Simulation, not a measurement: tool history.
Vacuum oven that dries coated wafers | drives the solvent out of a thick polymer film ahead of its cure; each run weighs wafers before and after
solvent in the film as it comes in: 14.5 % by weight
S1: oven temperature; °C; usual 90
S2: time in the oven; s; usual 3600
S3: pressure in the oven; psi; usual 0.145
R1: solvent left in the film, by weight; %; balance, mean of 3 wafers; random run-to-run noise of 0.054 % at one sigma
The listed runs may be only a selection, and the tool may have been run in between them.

run    hour   S1    S2     S3    R1
  1     0.0   90  3600  0.145  2.13
  2    34.3   90  3360  0.145  2.20
       64.5  -- vacuum gauge cleaned of residue and calibrated
  3   105.6   90  3600  0.145  2.08
  4   181.7   90  3600  0.145  1.97
  5   250.4   90  3600  0.145  2.04
  6   318.1   90  3000  0.145  2.45
  7   352.2   90  3000  0.145  2.32
  8   411.2   90  3000  0.145  2.40
      442.8  -- oven's thermocouples calibrated
  9   463.6   90  3000  0.145  2.35
 10   504.1   90  3000  0.145  2.42
 11   571.8   90  3600  0.145  2.07
 12   616.3   90  3600  0.145  2.01
 13   699.3   90  3600  0.145  2.05
 14   772.6   90  3600  0.145  2.11
 15   851.9   90  3600  0.437  5.06
 16   919.9   90  3600  0.145  2.13
 17   955.4   90  3600  0.193  2.56
 18  1024.5   87  3600  0.193  3.01
 19  1062.4   87  3600  0.193  3.00
 20  1140.1   87  3600  0.193  2.99
 21  1190.0   87  4560  0.193  2.55
 22  1244.3   87  4560  0.193  2.62
 23  1292.1   90  3600  0.145  2.21
 24  1348.6   90  3600  0.145  2.12
 25  1397.6   90  2400  0.363  5.05
 26  1450.2   87  2400  0.363  5.80
 27  1500.7   87  2400  0.363  5.74
 28  1577.3   94  3600  0.100  1.23
 29  1626.7   90  1860  0.145  3.66
 30  1708.1   90  3780  0.145  2.04
 31  1773.6   90  3780  0.145  2.03
 32  1846.1   78  2100  0.086  5.14
 33  1891.8   78  2100  0.086  5.08
 34  1958.6   78  2100  0.086  4.90
 35  2009.3   91  2820  0.145  2.40
 36  2045.3   83  5040  0.117  2.14
 37  2104.5   90  4500  0.241  2.88
 38  2162.0   99  4320  0.197  1.60
 39  2200.0   85  4080  0.094  1.89
 40  2236.2  100  6180  0.223  1.66
 41  2273.5  100  6180  0.223  1.67
 42  2326.3  100  2760  0.209  1.96
 43  2360.9  100  2760  0.149  1.56
 44  2423.7   94  2400  0.264  3.39
 45  2457.7  104  2400  0.264  2.04
 46  2493.3   90  3600  0.145  2.12
 47  2566.3   92  1920  0.209  3.95
 48  2642.5   79  3600  0.419  7.94

Selected run-to-run steps in R1, each split into two signed amounts: the part the tool would show with no hidden state at all (from settings, incoming material and random variation), and the remainder, which goes to the hidden state together with any gauge scatter not common to the measured and the hidden-state-free results:
Hidden conditions of the tool in this case: true wafer temperature over the reading, C; true pressure over the reading, kPa; drift of the gauge itself on solvent_pct, %.
Run 2 -> 3: S2 3360 -> 3600, vacuum gauge cleaned of residue and calibrated. R1 -0.12 %: hidden state -0.03, all else -0.09.
Run 27 -> 28: S1 87 -> 94, S2 2400 -> 3600, S3 0.363 -> 0.100. R1 -4.51 %: hidden state -0.02, all else -4.49.
Run 31 -> 32: S1 90 -> 78, S2 3780 -> 2100, S3 0.145 -> 0.086. R1 +3.11 %: hidden state +0.01, all else +3.10.
Run 38 -> 39: S1 99 -> 85, S2 4320 -> 4080, S3 0.197 -> 0.094. R1 +0.29 %: hidden state +0.02, all else +0.27.
Run 47 -> 48: S1 92 -> 79, S2 1920 -> 3600, S3 0.209 -> 0.419. R1 +3.99 %: hidden state +0.02, all else +3.97.

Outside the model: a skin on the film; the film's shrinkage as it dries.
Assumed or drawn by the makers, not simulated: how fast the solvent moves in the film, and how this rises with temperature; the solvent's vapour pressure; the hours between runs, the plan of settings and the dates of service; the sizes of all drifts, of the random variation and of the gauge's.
